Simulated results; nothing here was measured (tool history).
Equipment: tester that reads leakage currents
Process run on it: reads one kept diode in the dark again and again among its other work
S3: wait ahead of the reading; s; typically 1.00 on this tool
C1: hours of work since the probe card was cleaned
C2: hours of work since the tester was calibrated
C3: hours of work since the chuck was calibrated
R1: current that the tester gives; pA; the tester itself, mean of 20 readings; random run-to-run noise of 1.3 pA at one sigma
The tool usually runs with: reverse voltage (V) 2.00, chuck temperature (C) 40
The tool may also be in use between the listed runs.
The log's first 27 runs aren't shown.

{"run": 28, "hour": 971.3, "reverse voltage (V)": 10.6, "chuck temperature (C)": 21, "S3": 1.22, "C1": 1847, "C2": 922, "C3": 138, "R1": 180.87}
{"run": 29, "hour": 1007.4, "reverse voltage (V)": 10.6, "chuck temperature (C)": 21, "S3": 1.22, "C1": 1866, "C2": 941, "C3": 157, "R1": 181.71}
{"run": 30, "hour": 1030.6, "reverse voltage (V)": 3.22, "chuck temperature (C)": 51, "S3": 6.88, "C1": 1878, "C2": 953, "C3": 169, "R1": 1294.81}
{"run": 31, "hour": 1072.4, "reverse voltage (V)": 3.22, "chuck temperature (C)": 51, "S3": 6.88, "C1": 1900, "C2": 975, "C3": 191, "R1": 1298.19}
{"run": 32, "hour": 1104.2, "reverse voltage (V)": 4.35, "chuck temperature (C)": 21, "S3": 0.6, "C1": 1916, "C2": 991, "C3": 208, "R1": 119.94}
{"run": 33, "hour": 1136.9, "reverse voltage (V)": 1.13, "chuck temperature (C)": 49, "S3": 0.41, "C1": 1933, "C2": 1008, "C3": 225, "R1": 728.1}
{"run": 34, "hour": 1177.7, "reverse voltage (V)": 3.86, "chuck temperature (C)": 37, "S3": 0.75, "C1": 1955, "C2": 1030, "C3": 246, "R1": 446.05}
{"run": 35, "hour": 1209.2, "reverse voltage (V)": 2.0, "chuck temperature (C)": 47, "S3": 1.0, "C1": 1971, "C2": 1046, "C3": 263, "R1": 777.2}
{"run": 36, "hour": 1238.8, "reverse voltage (V)": 2.0, "chuck temperature (C)": 47, "S3": 1.0, "C1": 1987, "C2": 1062, "C3": 278, "R1": 775.06}
{"run": 37, "hour": 1264.1, "reverse voltage (V)": 14.07, "chuck temperature (C)": 34, "S3": 2.85, "C1": 2000, "C2": 1075, "C3": 291, "R1": 590.47}
{"run": 38, "hour": 1306.6, "reverse voltage (V)": 8.68, "chuck temperature (C)": 29, "S3": 9.41, "C1": 2022, "C2": 1097, "C3": 314, "R1": 314.84}
{"run": 39, "hour": 1343.1, "reverse voltage (V)": 3.17, "chuck temperature (C)": 40, "S3": 1.0, "C1": 2041, "C2": 1116, "C3": 333, "R1": 522.94}

Each row is a separate what-if for the run after 39, all from the same tool condition, not one after another. Results?
{"run": "A", "hour": 1380.5, "reverse voltage (V)": 2.06, "chuck temperature (C)": 40, "S3": 1.5, "C1": 2061, "C2": 1136, "C3": 352, "R1": "?"}
{"run": "B", "hour": 1380.5, "reverse voltage (V)": 2.44, "chuck temperature (C)": 23, "S3": 8.23, "C1": 2061, "C2": 1136, "C3": 352, "R1": "?"}
{"run": "C", "hour": 1380.5, "reverse voltage (V)": 1.67, "chuck temperature (C)": 24, "S3": 6.32, "C1": 2061, "C2": 1136, "C3": 352, "R1": "?"}
{"run": "D", "hour": 1380.5, "reverse voltage (V)": 1.02, "chuck temperature (C)": 40, "S3": 1.0, "C1": 2061, "C2": 1136, "C3": 352, "R1": "?"}
{"run": "E", "hour": 1380.5, "reverse voltage (V)": 1.2, "chuck temperature (C)": 32, "S3": 1.0, "C1": 2061, "C2": 1136, "C3": 352, "R1": "?"}

run=A R1=438.82
run=B R1=109.45
run=C R1=101.24
run=D R1=335.49
run=E R1=180.50
Take away the tool's hidden state, keep each run's random variation, and the runs would have read:
run=A R1=442.22
run=B R1=104.91
run=C R1=98.81
run=D R1=339.71
run=E R1=181.12
